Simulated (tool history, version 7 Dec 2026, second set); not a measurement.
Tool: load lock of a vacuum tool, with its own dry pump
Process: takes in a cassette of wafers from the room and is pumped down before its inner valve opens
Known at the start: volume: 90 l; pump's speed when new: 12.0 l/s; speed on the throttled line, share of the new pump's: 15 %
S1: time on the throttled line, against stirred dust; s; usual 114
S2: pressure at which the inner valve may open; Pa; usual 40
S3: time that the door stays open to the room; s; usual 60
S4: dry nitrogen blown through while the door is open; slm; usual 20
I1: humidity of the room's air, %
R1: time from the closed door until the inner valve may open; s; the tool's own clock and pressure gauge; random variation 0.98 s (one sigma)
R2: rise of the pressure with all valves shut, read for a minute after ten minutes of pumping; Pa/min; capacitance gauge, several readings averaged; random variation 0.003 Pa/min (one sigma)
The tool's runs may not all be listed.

run,day,S1,S2,S3,S4,I1,R1,R2
1,0,114,40,60,20,45.4,155.1,0.028
2,9.979,114,40,60,20,47.2,155.3,0.026
3,28.917,114,40,60,20,47.3,156,0.025
4,48.546,114,40,60,20,47.5,155.7,0.025
5,63.429,114,40,60,20,44.1,156.1,0.025
6,75.025,114,40,60,20,45.3,155.4,0.025
7,92.55,64,40,60,20,48.2,112.1,0.025
8,107.408,64,40,60,23,43.5,112.6,0.02
9,116.754,64,40,60,23,43.1,113.5,0.025
10,125.121,64,40,60,23,44.5,114.8,0.023
11,141.721,114,40,115,20,45.8,154,0.045
12,160.925,114,40,115,20,40.7,155.9,0.039
13,177.342,114,53,60,20,42.4,153.4,0.022
14,191.925,114,40,60,20,43.1,156.5,0.026
15,204.575,119,40,213,13,45,161.8,0.071
16,219.221,119,40,213,13,43.6,161,0.067
17,230.896,114,28,76,12,44.4,159.5,0.031
18,240.717,82,36,61,16,42.8,128.8,0.026
19,255.962,114,40,138,20,43.7,157.1,0.045
20,270.271,114,34,60,20,43,155.2,0.026
21,283.271,76,34,47,7,43,124.8,0.024
22,303.288,114,49,60,35,45,155.3,0.019
23,321.779,180,37,60,20,48.8,215.3,0.024
24,338.5,114,28,167,5,46.6,158.9,0.073
25,352.996,114,40,105,19,43.1,156.6,0.038
26,372.021,86,40,60,20,46.5,133.4,0.024
27,388.162,210,40,36,32,44.4,241.3,0.014
28,407.817,210,58,36,32,46.3,234.7,0.014

Not shown: 1 entry that the log had between the listed runs. Between which runs, and how does the tool's hidden state differ before and after?
Between runs 13 and 14: dry pump taken out, an overhauled one fitted (day 186.625)
  no hidden state differs between the two runs
